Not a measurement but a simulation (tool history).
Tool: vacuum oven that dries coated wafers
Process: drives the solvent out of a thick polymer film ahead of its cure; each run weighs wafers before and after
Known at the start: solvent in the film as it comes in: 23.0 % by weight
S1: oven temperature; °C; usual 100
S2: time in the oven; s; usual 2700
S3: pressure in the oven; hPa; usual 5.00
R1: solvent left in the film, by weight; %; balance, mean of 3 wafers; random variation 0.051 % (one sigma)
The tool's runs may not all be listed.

Run 1, day 0.000: usual settings. Result: R1 1.35 %.
Run 2, day 1.183: usual settings. Result: R1 1.41 %.
Run 3, day 2.475: usual settings. Result: R1 1.39 %.
Run 4, day 3.317: usual settings. Result: R1 1.37 %.
Run 5, day 4.617: usual settings. Result: R1 1.49 %.
Run 6, day 6.542: usual settings but S1 90 °C, S2 1920 s, S3 18.35 hPa. Result: R1 7.50 %.
Run 7, day 8.500: usual settings but S1 91 °C, S2 4080 s, S3 3.23 hPa. Result: R1 2.10 %.

Run 8 comes next. What will it give?
Run 8, day 10.154: usual settings but S1 91 °C, S2 2820 s, S3 6.30 hPa. Result: R1 ?.

{"run 8": {"R1": 4.16}}
Without the tool's hidden state the same run would have given R1 3.50 %.
